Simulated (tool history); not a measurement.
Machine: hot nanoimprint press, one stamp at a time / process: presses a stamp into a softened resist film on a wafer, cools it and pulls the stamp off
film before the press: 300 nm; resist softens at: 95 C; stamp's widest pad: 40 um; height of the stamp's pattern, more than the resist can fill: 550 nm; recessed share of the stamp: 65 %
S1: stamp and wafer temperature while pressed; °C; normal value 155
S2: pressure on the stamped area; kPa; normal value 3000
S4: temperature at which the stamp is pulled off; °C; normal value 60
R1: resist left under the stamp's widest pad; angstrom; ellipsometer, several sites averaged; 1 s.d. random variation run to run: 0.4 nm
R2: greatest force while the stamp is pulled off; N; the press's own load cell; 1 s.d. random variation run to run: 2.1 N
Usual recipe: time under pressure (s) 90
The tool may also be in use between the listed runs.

{"run": 1, "day": 0.0, "S1": 155, "S2": 3000, "time under pressure (s)": 90, "S4": 60, "R1": 1717, "R2": 129}
{"run": 2, "day": 1.004, "S1": 155, "S2": 3000, "time under pressure (s)": 90, "S4": 60, "R1": 1710, "R2": 134}
{"day": 2.125, "done": "plate thermocouple calibrated"}
{"run": 3, "day": 2.125, "S1": 155, "S2": 3000, "time under pressure (s)": 90, "S4": 60, "R1": 1776, "R2": 143}
{"run": 4, "day": 2.629, "S1": 155, "S2": 3000, "time under pressure (s)": 90, "S4": 60, "R1": 1762, "R2": 149}
{"day": 3.421, "done": "stamp cleaned and given a new release coat"}
{"run": 5, "day": 3.971, "S1": 155, "S2": 3000, "time under pressure (s)": 90, "S4": 60, "R1": 1766, "R2": 123}
{"run": 6, "day": 5.029, "S1": 155, "S2": 3000, "time under pressure (s)": 90, "S4": 60, "R1": 1769, "R2": 128}
{"run": 7, "day": 5.988, "S1": 155, "S2": 3000, "time under pressure (s)": 90, "S4": 60, "R1": 1766, "R2": 135}
{"run": 8, "day": 6.542, "S1": 155, "S2": 3000, "time under pressure (s)": 90, "S4": 60, "R1": 1760, "R2": 137}
{"run": 9, "day": 7.471, "S1": 155, "S2": 3000, "time under pressure (s)": 90, "S4": 60, "R1": 1758, "R2": 143}
{"run": 10, "day": 8.288, "S1": 155, "S2": 3000, "time under pressure (s)": 90, "S4": 65, "R1": 1755, "R2": 130}
{"day": 9.158, "done": "stamp cleaned and given a new release coat"}
{"run": 11, "day": 9.562, "S1": 155, "S2": 3000, "time under pressure (s)": 90, "S4": 60, "R1": 1754, "R2": 116}
{"run": 12, "day": 10.158, "S1": 159, "S2": 3000, "time under pressure (s)": 90, "S4": 60, "R1": 1567, "R2": 121}
{"run": 13, "day": 10.617, "S1": 164, "S2": 3000, "time under pressure (s)": 90, "S4": 60, "R1": 1353, "R2": 126}
{"run": 14, "day": 11.638, "S1": 155, "S2": 3000, "time under pressure (s)": 90, "S4": 47, "R1": 1755, "R2": 155}
{"run": 15, "day": 12.517, "S1": 155, "S2": 3180, "time under pressure (s)": 90, "S4": 60, "R1": 1717, "R2": 136}
{"run": 16, "day": 12.962, "S1": 155, "S2": 3180, "time under pressure (s)": 90, "S4": 60, "R1": 1713, "R2": 141}
{"run": 17, "day": 13.838, "S1": 165, "S2": 3000, "time under pressure (s)": 64, "S4": 60, "R1": 1482, "R2": 145}
{"run": 18, "day": 14.512, "S1": 165, "S2": 3700, "time under pressure (s)": 135, "S4": 54, "R1": 1016, "R2": 162}
{"day": 14.875, "done": "stamp cleaned and given a new release coat"}
{"run": 19, "day": 15.738, "S1": 165, "S2": 3700, "time under pressure (s)": 128, "S4": 54, "R1": 1035, "R2": 132}
{"run": 20, "day": 16.208, "S1": 162, "S2": 2860, "time under pressure (s)": 50, "S4": 48, "R1": 1776, "R2": 145}
{"run": 21, "day": 16.929, "S1": 149, "S2": 3000, "time under pressure (s)": 154, "S4": 60, "R1": 1758, "R2": 131}
{"run": 22, "day": 17.454, "S1": 149, "S2": 3000, "time under pressure (s)": 162, "S4": 57, "R1": 1732, "R2": 137}
{"run": 23, "day": 18.512, "S1": 155, "S2": 3000, "time under pressure (s)": 76, "S4": 60, "R1": 1836, "R2": 134}
{"run": 24, "day": 19.396, "S1": 155, "S2": 3000, "time under pressure (s)": 76, "S4": 60, "R1": 1834, "R2": 144}
{"run": 25, "day": 20.017, "S1": 155, "S2": 4730, "time under pressure (s)": 99, "S4": 67, "R1": 1416, "R2": 130}
{"day": 20.571, "done": "stamp cleaned and given a new release coat"}
{"run": 26, "day": 20.992, "S1": 155, "S2": 4730, "time under pressure (s)": 99, "S4": 67, "R1": 1417, "R2": 111}
{"run": 27, "day": 21.717, "S1": 156, "S2": 2130, "time under pressure (s)": 99, "S4": 67, "R1": 1854, "R2": 108}
{"run": 28, "day": 22.712, "S1": 155, "S2": 3000, "time under pressure (s)": 105, "S4": 52, "R1": 1654, "R2": 140}
{"run": 29, "day": 23.546, "S1": 161, "S2": 3000, "time under pressure (s)": 90, "S4": 60, "R1": 1453, "R2": 130}

Branching from run 29: 4 alternative next runs. What would each branch give?
{"run": "A", "day": 24.279, "S1": 157, "S2": 3000, "time under pressure (s)": 90, "S4": 50, "R1": "?", "R2": "?"}
{"run": "B", "day": 24.279, "S1": 161, "S2": 3000, "time under pressure (s)": 90, "S4": 52, "R1": "?", "R2": "?"}
{"run": "C", "day": 24.279, "S1": 161, "S2": 3080, "time under pressure (s)": 90, "S4": 60, "R1": "?", "R2": "?"}
{"run": "D", "day": 24.279, "S1": 161, "S2": 3000, "time under pressure (s)": 83, "S4": 60, "R1": "?", "R2": "?"}

run=A R1=1638 R2=156
run=B R1=1457 R2=152
run=C R1=1444 R2=135
run=D R1=1509 R2=138
What these runs would have given with no unlogged condition in the tool:
run=A R1=1643 R2=135
run=B R1=1458 R2=132
run=C R1=1445 R2=118
run=D R1=1511 R2=120
